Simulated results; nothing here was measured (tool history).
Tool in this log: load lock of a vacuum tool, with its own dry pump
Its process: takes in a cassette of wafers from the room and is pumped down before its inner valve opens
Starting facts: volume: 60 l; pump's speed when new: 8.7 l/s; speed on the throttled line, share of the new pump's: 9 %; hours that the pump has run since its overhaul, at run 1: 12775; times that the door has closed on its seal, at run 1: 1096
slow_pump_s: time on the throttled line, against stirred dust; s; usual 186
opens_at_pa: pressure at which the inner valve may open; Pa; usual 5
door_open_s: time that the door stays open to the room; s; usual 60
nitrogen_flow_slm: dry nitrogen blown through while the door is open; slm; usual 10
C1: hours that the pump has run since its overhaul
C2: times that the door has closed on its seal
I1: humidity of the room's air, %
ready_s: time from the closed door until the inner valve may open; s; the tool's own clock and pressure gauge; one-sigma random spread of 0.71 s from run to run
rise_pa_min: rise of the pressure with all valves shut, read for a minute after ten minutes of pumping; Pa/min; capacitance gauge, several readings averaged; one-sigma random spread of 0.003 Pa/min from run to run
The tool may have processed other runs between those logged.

{"run": 1, "day": 0.0, "slow_pump_s": 186, "opens_at_pa": 5, "door_open_s": 60, "nitrogen_flow_slm": 10, "C1": 12775, "C2": 1096, "I1": 43.2, "ready_s": 238.1, "rise_pa_min": 0.048}
{"run": 2, "day": 3.646, "slow_pump_s": 186, "opens_at_pa": 5, "door_open_s": 60, "nitrogen_flow_slm": 10, "C1": 12863, "C2": 1197, "I1": 46, "ready_s": 238, "rise_pa_min": 0.05}
{"run": 3, "day": 6.688, "slow_pump_s": 186, "opens_at_pa": 5, "door_open_s": 60, "nitrogen_flow_slm": 9, "C1": 12936, "C2": 1282, "I1": 43.5, "ready_s": 239.1, "rise_pa_min": 0.05}
{"run": 4, "day": 10.804, "slow_pump_s": 186, "opens_at_pa": 5, "door_open_s": 60, "nitrogen_flow_slm": 9, "C1": 13035, "C2": 1397, "I1": 44.3, "ready_s": 238.8, "rise_pa_min": 0.048}
{"run": 5, "day": 15.704, "slow_pump_s": 186, "opens_at_pa": 5, "door_open_s": 60, "nitrogen_flow_slm": 9, "C1": 13152, "C2": 1533, "I1": 44.4, "ready_s": 238.5, "rise_pa_min": 0.051}
{"run": 6, "day": 21.25, "slow_pump_s": 186, "opens_at_pa": 5, "door_open_s": 60, "nitrogen_flow_slm": 9, "C1": 13285, "C2": 1688, "I1": 45.1, "ready_s": 238.1, "rise_pa_min": 0.053}
{"run": 7, "day": 23.646, "slow_pump_s": 186, "opens_at_pa": 5, "door_open_s": 60, "nitrogen_flow_slm": 9, "C1": 13343, "C2": 1755, "I1": 45.2, "ready_s": 238, "rise_pa_min": 0.054}
{"run": 8, "day": 29.017, "slow_pump_s": 186, "opens_at_pa": 5, "door_open_s": 60, "nitrogen_flow_slm": 9, "C1": 13472, "C2": 1904, "I1": 42.7, "ready_s": 237.7, "rise_pa_min": 0.055}
{"run": 9, "day": 34.65, "slow_pump_s": 186, "opens_at_pa": 7, "door_open_s": 60, "nitrogen_flow_slm": 9, "C1": 13607, "C2": 2061, "I1": 43.9, "ready_s": 235.2, "rise_pa_min": 0.048}
{"run": 10, "day": 39.604, "slow_pump_s": 186, "opens_at_pa": 7, "door_open_s": 60, "nitrogen_flow_slm": 9, "C1": 13726, "C2": 2199, "I1": 45.3, "ready_s": 234.6, "rise_pa_min": 0.045}
{"run": 11, "day": 43.671, "slow_pump_s": 186, "opens_at_pa": 5, "door_open_s": 60, "nitrogen_flow_slm": 10, "C1": 13823, "C2": 2312, "I1": 45.6, "ready_s": 237.4, "rise_pa_min": 0.052}
{"run": 12, "day": 47.962, "slow_pump_s": 97, "opens_at_pa": 5, "door_open_s": 60, "nitrogen_flow_slm": 10, "C1": 13926, "C2": 2432, "I1": 47.2, "ready_s": 157.7, "rise_pa_min": 0.06}
{"run": 13, "day": 51.854, "slow_pump_s": 97, "opens_at_pa": 5, "door_open_s": 42, "nitrogen_flow_slm": 10, "C1": 14020, "C2": 2540, "I1": 46.1, "ready_s": 156.1, "rise_pa_min": 0.046}
{"run": 14, "day": 56.15, "slow_pump_s": 186, "opens_at_pa": 5, "door_open_s": 60, "nitrogen_flow_slm": 10, "C1": 14123, "C2": 2660, "I1": 41.5, "ready_s": 237.9, "rise_pa_min": 0.049}
{"run": 15, "day": 59.371, "slow_pump_s": 186, "opens_at_pa": 5, "door_open_s": 60, "nitrogen_flow_slm": 10, "C1": 14200, "C2": 2750, "I1": 47.5, "ready_s": 235.6, "rise_pa_min": 0.054}
{"run": 16, "day": 63.454, "slow_pump_s": 186, "opens_at_pa": 5, "door_open_s": 60, "nitrogen_flow_slm": 10, "C1": 14298, "C2": 2863, "I1": 45.1, "ready_s": 238.9, "rise_pa_min": 0.055}
{"run": 17, "day": 68.833, "slow_pump_s": 186, "opens_at_pa": 5, "door_open_s": 60, "nitrogen_flow_slm": 10, "C1": 14427, "C2": 3013, "I1": 45.6, "ready_s": 238.3, "rise_pa_min": 0.048}
{"run": 18, "day": 74.167, "slow_pump_s": 186, "opens_at_pa": 5, "door_open_s": 60, "nitrogen_flow_slm": 10, "C1": 14555, "C2": 3162, "I1": 48.5, "ready_s": 236, "rise_pa_min": 0.055}
{"run": 19, "day": 78.433, "slow_pump_s": 186, "opens_at_pa": 5, "door_open_s": 60, "nitrogen_flow_slm": 10, "C1": 14658, "C2": 3280, "I1": 48.6, "ready_s": 239.1, "rise_pa_min": 0.059}
{"run": 20, "day": 82.792, "slow_pump_s": 186, "opens_at_pa": 7, "door_open_s": 106, "nitrogen_flow_slm": 28, "C1": 14762, "C2": 3402, "I1": 51.4, "ready_s": 235.5, "rise_pa_min": 0.054}
{"run": 21, "day": 87.004, "slow_pump_s": 186, "opens_at_pa": 7, "door_open_s": 191, "nitrogen_flow_slm": 4, "C1": 14863, "C2": 3519, "I1": 45.2, "ready_s": 234.4, "rise_pa_min": 0.095}
{"run": 22, "day": 91.521, "slow_pump_s": 251, "opens_at_pa": 8, "door_open_s": 74, "nitrogen_flow_slm": 9, "C1": 14972, "C2": 3645, "I1": 42.6, "ready_s": 292.4, "rise_pa_min": 0.053}
{"run": 23, "day": 94.979, "slow_pump_s": 251, "opens_at_pa": 8, "door_open_s": 48, "nitrogen_flow_slm": 29, "C1": 15055, "C2": 3741, "I1": 43.2, "ready_s": 294.4, "rise_pa_min": 0.035}
{"run": 24, "day": 98.875, "slow_pump_s": 146, "opens_at_pa": 5, "door_open_s": 60, "nitrogen_flow_slm": 10, "C1": 15148, "C2": 3850, "I1": 44.1, "ready_s": 200.8, "rise_pa_min": 0.045}
{"run": 25, "day": 101.475, "slow_pump_s": 264, "opens_at_pa": 7, "door_open_s": 137, "nitrogen_flow_slm": 10, "C1": 15211, "C2": 3922, "I1": 45.4, "ready_s": 306.2, "rise_pa_min": 0.075}
{"run": 26, "day": 104.754, "slow_pump_s": 264, "opens_at_pa": 7, "door_open_s": 137, "nitrogen_flow_slm": 10, "C1": 15289, "C2": 4013, "I1": 45.4, "ready_s": 308.2, "rise_pa_min": 0.07}
{"run": 27, "day": 109.0, "slow_pump_s": 106, "opens_at_pa": 6, "door_open_s": 129, "nitrogen_flow_slm": 8, "C1": 15391, "C2": 4132, "I1": 42.7, "ready_s": 163.8, "rise_pa_min": 0.072}
{"run": 28, "day": 111.579, "slow_pump_s": 106, "opens_at_pa": 6, "door_open_s": 129, "nitrogen_flow_slm": 8, "C1": 15453, "C2": 4204, "I1": 43.9, "ready_s": 164, "rise_pa_min": 0.063}
{"run": 29, "day": 114.512, "slow_pump_s": 364, "opens_at_pa": 5, "door_open_s": 60, "nitrogen_flow_slm": 24, "C1": 15524, "C2": 4285, "I1": 46, "ready_s": 397.5, "rise_pa_min": 0.039}
{"run": 30, "day": 118.754, "slow_pump_s": 145, "opens_at_pa": 5, "door_open_s": 60, "nitrogen_flow_slm": 12, "C1": 15625, "C2": 4403, "I1": 38.5, "ready_s": 200.6, "rise_pa_min": 0.041}
{"run": 31, "day": 121.467, "slow_pump_s": 145, "opens_at_pa": 5, "door_open_s": 60, "nitrogen_flow_slm": 12, "C1": 15690, "C2": 4479, "I1": 45.2, "ready_s": 200.7, "rise_pa_min": 0.048}
{"run": 32, "day": 126.325, "slow_pump_s": 265, "opens_at_pa": 5, "door_open_s": 230, "nitrogen_flow_slm": 11, "C1": 15807, "C2": 4614, "I1": 43.5, "ready_s": 306.8, "rise_pa_min": 0.079}
{"run": 33, "day": 129.367, "slow_pump_s": 265, "opens_at_pa": 5, "door_open_s": 230, "nitrogen_flow_slm": 11, "C1": 15880, "C2": 4699, "I1": 45.3, "ready_s": 311.3, "rise_pa_min": 0.088}
{"run": 34, "day": 132.058, "slow_pump_s": 276, "opens_at_pa": 5, "door_open_s": 60, "nitrogen_flow_slm": 10, "C1": 15945, "C2": 4774, "I1": 44.5, "ready_s": 319.4, "rise_pa_min": 0.052}
{"run": 35, "day": 137.383, "slow_pump_s": 276, "opens_at_pa": 5, "door_open_s": 60, "nitrogen_flow_slm": 10, "C1": 16072, "C2": 4922, "I1": 44.4, "ready_s": 318.9, "rise_pa_min": 0.052}
{"run": 36, "day": 140.95, "slow_pump_s": 276, "opens_at_pa": 7, "door_open_s": 215, "nitrogen_flow_slm": 10, "C1": 16158, "C2": 5022, "I1": 46.3, "ready_s": 316.9, "rise_pa_min": 0.091}
{"run": 37, "day": 145.604, "slow_pump_s": 251, "opens_at_pa": 6, "door_open_s": 60, "nitrogen_flow_slm": 10, "C1": 16270, "C2": 5151, "I1": 46, "ready_s": 297.7, "rise_pa_min": 0.05}

4 options for the next run, each taken on its own from the tool as it stands now. Forecast them:
{"run": "A", "day": 149.546, "slow_pump_s": 251, "opens_at_pa": 6, "door_open_s": 177, "nitrogen_flow_slm": 5, "C1": 16364, "C2": 5261, "I1": 45, "ready_s": "?", "rise_pa_min": "?"}
{"run": "B", "day": 149.546, "slow_pump_s": 186, "opens_at_pa": 5, "door_open_s": 60, "nitrogen_flow_slm": 15, "C1": 16364, "C2": 5261, "I1": 44.6, "ready_s": "?", "rise_pa_min": "?"}
{"run": "C", "day": 149.546, "slow_pump_s": 195, "opens_at_pa": 8, "door_open_s": 60, "nitrogen_flow_slm": 17, "C1": 16364, "C2": 5261, "I1": 43.7, "ready_s": "?", "rise_pa_min": "?"}
{"run": "D", "day": 149.546, "slow_pump_s": 221, "opens_at_pa": 6, "door_open_s": 60, "nitrogen_flow_slm": 10, "C1": 16364, "C2": 5261, "I1": 42.7, "ready_s": "?", "rise_pa_min": "?"}

run=A ready_s=297 rise_pa_min=0.089
run=B ready_s=238.4 rise_pa_min=0.048
run=C ready_s=242.3 rise_pa_min=0.044
run=D ready_s=268.9 rise_pa_min=0.048
With the hidden condition removed and each run's random variation left untouched, the same runs would have given:
run=A ready_s=296.9 rise_pa_min=0.089
run=B ready_s=238.3 rise_pa_min=0.048
run=C ready_s=242.3 rise_pa_min=0.044
run=D ready_s=268.9 rise_pa_min=0.048
